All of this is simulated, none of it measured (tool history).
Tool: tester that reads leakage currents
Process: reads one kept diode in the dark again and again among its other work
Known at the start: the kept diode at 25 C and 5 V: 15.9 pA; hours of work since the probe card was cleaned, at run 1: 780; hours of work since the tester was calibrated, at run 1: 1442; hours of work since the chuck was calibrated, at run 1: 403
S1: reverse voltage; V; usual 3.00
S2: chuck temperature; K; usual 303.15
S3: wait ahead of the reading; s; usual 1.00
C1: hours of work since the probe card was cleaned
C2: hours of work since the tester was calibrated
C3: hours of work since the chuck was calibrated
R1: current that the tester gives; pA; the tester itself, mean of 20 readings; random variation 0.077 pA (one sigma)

run,day,S1,S2,S3,C1,C2,C3,R1
1,0.000,3.00,303.15,1.00,780,1442,403,19.50
2,0.900,3.00,303.15,1.00,793,1455,416,19.18
3,1.600,3.00,303.15,1.00,803,1466,426,19.07
4,2.621,3.00,303.15,1.00,819,1481,442,19.29
5,3.479,3.00,310.15,1.00,831,1494,454,34.88
6,5.092,3.00,323.15,1.00,856,1518,479,104.62
7,5.842,3.00,323.15,1.00,867,1529,490,104.27
8,7.246,3.00,323.15,1.00,888,1550,511,103.93
9,8.658,3.00,303.15,1.00,909,1571,532,19.10
10,10.204,3.00,303.15,1.00,932,1594,555,19.25
11,11.029,3.00,303.15,1.00,944,1606,567,19.00
12,12.642,3.00,303.15,1.10,968,1630,591,18.87
13,13.754,3.00,303.15,1.10,985,1647,608,18.85
14,14.933,3.00,303.15,1.00,1002,1665,625,18.98
15,16.046,3.00,303.15,1.00,1019,1681,642,18.99
16,17.117,3.00,303.15,1.00,1035,1697,658,18.87
17,18.571,3.00,303.15,1.00,1057,1719,680,18.77
18,20.125,6.19,303.15,1.00,1080,1742,703,30.32
19,21.425,6.19,303.15,1.00,1099,1762,722,30.46
20,22.496,6.19,303.15,1.00,1115,1778,738,30.35
21,24.054,6.19,303.15,0.34,1139,1801,762,31.98
22,25.617,3.40,332.15,4.05,1162,1824,785,219.57
23,26.504,3.40,317.15,0.32,1175,1837,798,65.71
24,27.712,3.40,302.15,1.89,1193,1855,816,18.44
25,29.342,1.04,302.15,1.89,1218,1880,841,8.52
26,30.512,1.04,299.15,0.40,1235,1897,858,6.97
27,31.846,1.04,299.15,0.40,1255,1917,878,6.94
28,32.571,1.57,323.15,0.40,1266,1928,889,66.30
29,33.754,1.57,315.15,0.40,1283,1946,906,34.16
30,34.538,14.35,303.15,1.00,1295,1957,918,53.58
31,36.167,14.35,321.15,1.00,1319,1982,942,215.31
32,37.092,1.55,303.15,0.56,1333,1995,956,12.16
33,37.988,1.55,303.15,0.56,1347,2009,970,12.14
34,39.021,10.83,297.15,8.04,1362,2024,985,27.85
35,40.492,1.31,324.15,5.33,1384,2046,1007,62.66
# day 41.554: chuck's temperature calibrated
36,41.792,2.11,306.15,3.40,1402,2064,4,22.10
37,42.879,2.11,302.15,1.00,1418,2081,20,16.09
38,43.958,3.87,297.15,1.00,1435,2097,36,16.34
39,45.412,8.69,306.15,1.00,1456,2119,58,56.15
40,46.938,3.00,325.15,1.29,1479,2141,80,132.73

Forecast each of these 3 alternatives for the next run:
A,47.754,1.76,295.15,9.67,1491,2153,93,?
B,47.754,3.00,295.15,0.83,1491,2153,93,?
C,47.754,19.56,311.15,4.42,1491,2153,93,?

run,R1
A,7.87
B,11.94
C,138.67
Without the tool's hidden state the same runs would have given:
run,R1
A,6.38
B,9.34
C,122.78
